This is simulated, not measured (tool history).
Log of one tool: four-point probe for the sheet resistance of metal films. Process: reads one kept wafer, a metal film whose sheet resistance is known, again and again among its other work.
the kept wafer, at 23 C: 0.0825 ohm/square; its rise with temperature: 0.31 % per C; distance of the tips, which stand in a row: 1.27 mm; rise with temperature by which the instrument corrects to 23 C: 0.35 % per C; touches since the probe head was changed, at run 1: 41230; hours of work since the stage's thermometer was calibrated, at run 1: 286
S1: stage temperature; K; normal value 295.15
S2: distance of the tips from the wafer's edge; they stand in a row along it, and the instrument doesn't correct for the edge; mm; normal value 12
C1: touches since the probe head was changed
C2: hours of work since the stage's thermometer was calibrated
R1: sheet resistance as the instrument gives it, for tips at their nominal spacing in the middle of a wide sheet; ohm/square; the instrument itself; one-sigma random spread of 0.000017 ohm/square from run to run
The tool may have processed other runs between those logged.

run     day      S1  S2     C1   C2        R1
  1   0.000  295.15  12  41230  286  0.083563
  2   0.967  295.15  12  41777  302  0.083570
  3   2.254  295.15  12  42505  323  0.083568
  4   3.317  304.15  12  43107  340  0.083326
  5   4.579  304.15  12  43821  361  0.083312
  6   5.796  295.15   3  44510  381  0.090344
  7   7.867  295.15  52  45680  415  0.083174
  8   9.288  295.15  52  46485  439  0.083183
  9  10.388  295.15  52  47109  457  0.083179
 10  11.992  295.15  52  48015  483  0.083160
 11  13.825  295.15  12  49053  513  0.083661
 12  15.392  295.15  12  49939  539  0.083688
 13  16.308  295.15  12  50458  554  0.083694
 14  17.508  295.15  12  51137  574  0.083726
 15  18.962  295.15  12  51959  598  0.083728
 16  21.025  295.15  12  53127  632  0.083747
     21.212  -- stage's thermometer calibrated
 17  22.388  299.15  20  53886   19  0.083288
 18  23.525  295.15  42  54529   38  0.083305
 19  24.929  295.15  42  55325   61  0.083307
 20  25.912  300.15  15  55880   77  0.083422
 21  26.942  298.15   4  56463   94  0.087439
 22  27.808  296.15  23  56954  108  0.083369
 23  28.779  296.15  20  57502  124  0.083468
 24  29.888  297.15  16  58129  143  0.083490
 25  30.904  301.15   9  58704  159  0.084026
     31.246  -- stage's thermometer calibrated, once more
 26  31.938  307.15   8  59279   11  0.084084
 27  33.421  307.15   8  60119   36  0.084083
 28  35.021  303.15  28  61023   62  0.083224
 29  36.796  299.15  28  62027   91  0.083345
 30  38.821  303.15   5  63174  125  0.085945
 31  40.358  293.15   6  64043  150  0.085457

Predict each of these 4 candidate next runs independently; none follows another, all start after run 31:
  A  42.371  295.15   6  65183  183   ?
  B  42.371  298.15  65  65183  183   ?
  C  42.371  297.15   8  65183  183   ?
  D  42.371  307.15   8  65183  183   ?

run        R1
  A  0.085429
  B  0.083359
  C  0.084449
  D  0.084201
The same runs, with their run-to-run variation unchanged, on a tool lacking any hidden condition would have given:
run        R1
  A  0.084496
  B  0.082447
  C  0.083526
  D  0.083280

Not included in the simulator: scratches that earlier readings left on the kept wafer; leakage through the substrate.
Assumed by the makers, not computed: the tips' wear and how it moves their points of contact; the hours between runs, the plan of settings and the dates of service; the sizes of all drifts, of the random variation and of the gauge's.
